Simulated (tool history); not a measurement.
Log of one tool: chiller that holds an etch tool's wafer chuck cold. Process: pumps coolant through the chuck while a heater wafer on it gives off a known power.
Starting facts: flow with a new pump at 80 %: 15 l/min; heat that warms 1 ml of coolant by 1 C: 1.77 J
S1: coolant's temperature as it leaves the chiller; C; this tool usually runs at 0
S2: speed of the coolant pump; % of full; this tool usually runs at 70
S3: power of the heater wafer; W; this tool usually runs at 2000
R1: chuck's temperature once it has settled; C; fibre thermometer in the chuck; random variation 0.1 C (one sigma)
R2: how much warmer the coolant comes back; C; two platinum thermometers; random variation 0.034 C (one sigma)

| run | day | S1 | S2 | S3 | R1 | R2 |
|---|---|---|---|---|---|---|
| 1 | 0 | 0 | 70 | 2000 | 17.7 | 5.67 |
| 2 | 2.5 | 0 | 87 | 2000 | 15.6 | 4.47 |
| 3 | 6.358 | 0 | 70 | 1479 | 13.1 | 4.19 |
| 4 | 8.688 | 0 | 99 | 2000 | 14.7 | 3.85 |
| 5 | 10.975 | 4 | 70 | 2000 | 22 | 5.67 |
| 6 | 13.621 | 4 | 70 | 2000 | 22.1 | 5.64 |
| 7 | 15.662 | 4 | 87 | 1480 | 15.8 | 3.29 |
| 8 | 18.717 | 4 | 87 | 1480 | 15.9 | 3.29 |
| 9 | 21.442 | 4 | 87 | 1480 | 16 | 3.3 |

What will run 10 give?
| 10 | 26.3 | 0 | 90 | 1847 | ? | ? |

R1: 14.4 C
R2: 3.95 C
With the hidden condition absent and the run-to-run variation left alone, this run would have shown R1 11.2 C, R2 3.62 C.
